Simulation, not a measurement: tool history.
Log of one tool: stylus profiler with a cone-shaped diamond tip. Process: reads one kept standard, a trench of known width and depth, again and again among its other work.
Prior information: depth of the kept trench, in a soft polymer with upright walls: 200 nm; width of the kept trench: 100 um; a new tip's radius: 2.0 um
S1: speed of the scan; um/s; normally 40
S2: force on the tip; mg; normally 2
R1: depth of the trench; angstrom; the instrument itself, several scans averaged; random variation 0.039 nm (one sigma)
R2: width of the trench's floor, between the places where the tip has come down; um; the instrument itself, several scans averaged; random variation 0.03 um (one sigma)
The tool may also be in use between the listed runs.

Run 1, hour 0: usual settings. Result: R1 2024.5 angstrom, R2 97.82 um.
Run 2, hour 49.7: usual settings. Result: R1 2024.1 angstrom, R2 97.71 um.
Run 3, hour 120.6: usual settings. Result: R1 2024.8 angstrom, R2 97.69 um.
Run 4, hour 166.9: usual settings. Result: R1 2024.8 angstrom, R2 97.61 um.
Run 5, hour 214.3: usual settings but S2 0.77 mg. Result: R1 2012.1 angstrom, R2 97.36 um.
Run 6, hour 250.6: usual settings but S2 0.77 mg. Result: R1 2012.9 angstrom, R2 97.35 um.
Run 7, hour 294.2: usual settings but S2 0.77 mg. Result: R1 2012.3 angstrom, R2 97.25 um.
Run 8, hour 340.2: usual settings but S2 0.77 mg. Result: R1 2012.2 angstrom, R2 97.2 um.
Run 9, hour 416.8: usual settings. Result: R1 2023.8 angstrom, R2 97.34 um.
Run 10, hour 501.8: usual settings. Result: R1 2023.5 angstrom, R2 97.28 um.
Run 11, hour 575.9: usual settings but S2 2.44 mg. Result: R1 2027.6 angstrom, R2 97.21 um.
Run 12, hour 632.4: usual settings but S2 2.37 mg. Result: R1 2027.3 angstrom, R2 97.07 um.
Run 13, hour 703: usual settings but S2 2.37 mg. Result: R1 2027.5 angstrom, R2 97.1 um.
Run 14, hour 770.6: usual settings but S2 2.37 mg. Result: R1 2027.3 angstrom, R2 96.98 um.
Run 15, hour 821.4: usual settings but S2 2.37 mg. Result: R1 2026.5 angstrom, R2 96.96 um.
Run 16, hour 857.2: usual settings but S2 2.37 mg. Result: R1 2026.8 angstrom, R2 96.87 um.
Run 17, hour 901.7: usual settings but S2 3.1 mg. Result: R1 2031.8 angstrom, R2 96.88 um.
Run 18, hour 977: usual settings. Result: R1 2022.7 angstrom, R2 96.81 um.
Run 19, hour 1016.6: usual settings. Result: R1 2023.6 angstrom, R2 96.76 um.
At hour 1029.8: new tip fitted, height scale calibrated.
Run 20, hour 1067.9: usual settings. Result: R1 2025.8 angstrom, R2 97.98 um.
Run 21, hour 1123.1: usual settings. Result: R1 2025.6 angstrom, R2 97.82 um.
Run 22, hour 1204.7: usual settings. Result: R1 2025.6 angstrom, R2 97.78 um.
Run 23, hour 1277.6: usual settings. Result: R1 2026.2 angstrom, R2 97.68 um.
Run 24, hour 1316.9: usual settings. Result: R1 2025.7 angstrom, R2 97.62 um.
Run 25, hour 1360.4: usual settings. Result: R1 2025.2 angstrom, R2 97.56 um.
Run 26, hour 1447.6: usual settings but S1 23 um/s, S2 3.74 mg. Result: R1 2037.6 angstrom, R2 97.69 um.
Run 27, hour 1511.5: usual settings but S1 95 um/s, S2 0.67 mg. Result: R1 2012 angstrom, R2 96.51 um.
Run 28, hour 1587.2: usual settings but S1 137 um/s, S2 0.86 mg. Result: R1 2014.2 angstrom, R2 96.13 um.
Run 29, hour 1623.8: usual settings but S1 11 um/s, S2 3.57 mg. Result: R1 2036.6 angstrom, R2 97.53 um.
Run 30, hour 1683.2: usual settings but S1 11 um/s, S2 4.78 mg. Result: R1 2044.3 angstrom, R2 97.53 um.
Run 31, hour 1751.8: usual settings but S1 11 um/s, S2 4.78 mg. Result: R1 2044.2 angstrom, R2 97.38 um.
Run 32, hour 1801.7: usual settings but S1 11 um/s, S2 4.78 mg. Result: R1 2044.3 angstrom, R2 97.35 um.
Run 33, hour 1851.6: usual settings but S1 11 um/s, S2 4.78 mg. Result: R1 2044.4 angstrom, R2 97.29 um.
Run 34, hour 1934.4: usual settings but S1 11 um/s, S2 4.78 mg. Result: R1 2044 angstrom, R2 97.19 um.
Run 35, hour 1979.9: usual settings but S1 11 um/s, S2 4.78 mg. Result: R1 2044.3 angstrom, R2 97.22 um.
Run 36, hour 2048.2: usual settings but S1 11 um/s, S2 4.78 mg. Result: R1 2044.2 angstrom, R2 97.13 um.
Run 37, hour 2092.3: usual settings but S2 0.7 mg. Result: R1 2010.5 angstrom, R2 96.66 um.
Run 38, hour 2136.7: usual settings but S1 11 um/s, S2 4.78 mg. Result: R1 2043.4 angstrom, R2 97.09 um.
Run 39, hour 2178.6: usual settings but S1 107 um/s, S2 2.98 mg. Result: R1 2032 angstrom, R2 96.41 um.
At hour 2230.1: new tip fitted, height scale calibrated.
Run 40, hour 2231.4: usual settings but S1 107 um/s, S2 2.98 mg. Result: R1 2033.8 angstrom, R2 97.57 um.
Run 41, hour 2316.1: usual settings but S2 1.34 mg. Result: R1 2020.4 angstrom, R2 97.79 um.
Run 42, hour 2399.9: usual settings but S1 68 um/s, S2 2.03 mg. Result: R1 2026.4 angstrom, R2 97.51 um.
Run 43, hour 2435.1: usual settings but S1 68 um/s, S2 2.03 mg. Result: R1 2025.6 angstrom, R2 97.49 um.
Run 44, hour 2492.1: usual settings but S1 68 um/s, S2 2.03 mg. Result: R1 2026.3 angstrom, R2 97.36 um.
Run 45, hour 2576.8: usual settings but S1 68 um/s, S2 2.03 mg. Result: R1 2026.6 angstrom, R2 97.29 um.

Consider 4 possible next runs. They are alternatives, not a sequence: every one starts from the tool as it was left by run 45. What does each give?
Run A, hour 2636.8: usual settings but S1 30 um/s, S2 6 mg. Result: R1 ?, R2 ?.
Run B, hour 2636.8: usual settings but S1 134 um/s, S2 1.41 mg. Result: R1 ?, R2 ?.
Run C, hour 2636.8: usual settings but S1 68 um/s, S2 2.12 mg. Result: R1 ?, R2 ?.
Run D, hour 2636.8: usual settings but S1 22 um/s, S2 1.5 mg. Result: R1 ?, R2 ?.

run      R1     R2
  A  2052.3  97.67
  B  2019.8  96.65
  C  2026.2  97.24
  D  2020.3   97.6
The same runs, with their run-to-run variation unchanged, on a tool lacking any hidden condition would have given:
run      R1     R2
  A    2052  98.18
  B  2019.5  97.16
  C  2025.9  97.75
  D    2020  98.11
